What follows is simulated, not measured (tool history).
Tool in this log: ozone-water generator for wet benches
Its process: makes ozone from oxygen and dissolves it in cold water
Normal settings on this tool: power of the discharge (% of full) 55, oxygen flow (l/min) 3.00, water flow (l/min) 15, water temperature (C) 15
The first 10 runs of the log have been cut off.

run    hour  power of the discharge (% of full)  oxygen flow (l/min)  water flow (l/min)  water temperature (C)  dissolved ozone (ppm)  ozone in the gas ahead of the water (g/m3)
 11  1000.7                                  55                 3.00                  13                     15                   12.8                                       127.9
     1048.9  -- water thermometer calibrated, once more
 12  1148.6                                  55                 3.00                  13                     15                   12.6                                       127.4
 13  1281.5                                  55                 4.02                  15                     15                   11.9                                       109.6
 14  1426.0                                  55                 4.02                  15                     15                   11.9                                       109.7
 15  1553.2                                  55                 4.02                  15                     15                   11.8                                       110.6
 16  1701.5                                  55                 4.02                  15                     15                   11.8                                       108.3
 17  1847.7                                  46                 1.51                  11                     13                   11.8                                       155.5
 18  1950.7                                  48                 1.51                  11                     13                   11.9                                       159.1
 19  2017.9                                  48                 4.50                   9                     15                   15.1                                        95.5
 20  2139.6                                  48                 4.50                   9                     15                   15.2                                        95.7
 21  2251.0                                  61                 3.00                  15                     19                   11.3                                       132.9
 22  2353.4                                  42                 3.00                  15                     15                    9.5                                       105.3
 23  2455.4                                  91                 4.45                  22                      7                   12.9                                       141.6
 24  2530.2                                  67                 3.00                  15                     18                   12.1                                       140.2
 25  2665.3                                  67                 3.00                  15                     18                   12.1                                       138.0
 26  2818.4                                  47                 2.78                   9                     11                   15.6                                       116.5
 27  2965.0                                  94                 3.00                  15                      8                   16.2                                       167.3

Estimate the outcome of run 28 from the log above:
 28  3109.0                                  70                 3.00                  14                      8                      ?                                           ?

Run 28 yielded dissolved ozone (ppm) 14.5, ozone in the gas ahead of the water (g/m3) 140.8.
Without the tool's hidden state the same run would have given dissolved ozone (ppm) 16.1, ozone in the gas ahead of the water (g/m3) 153.3.
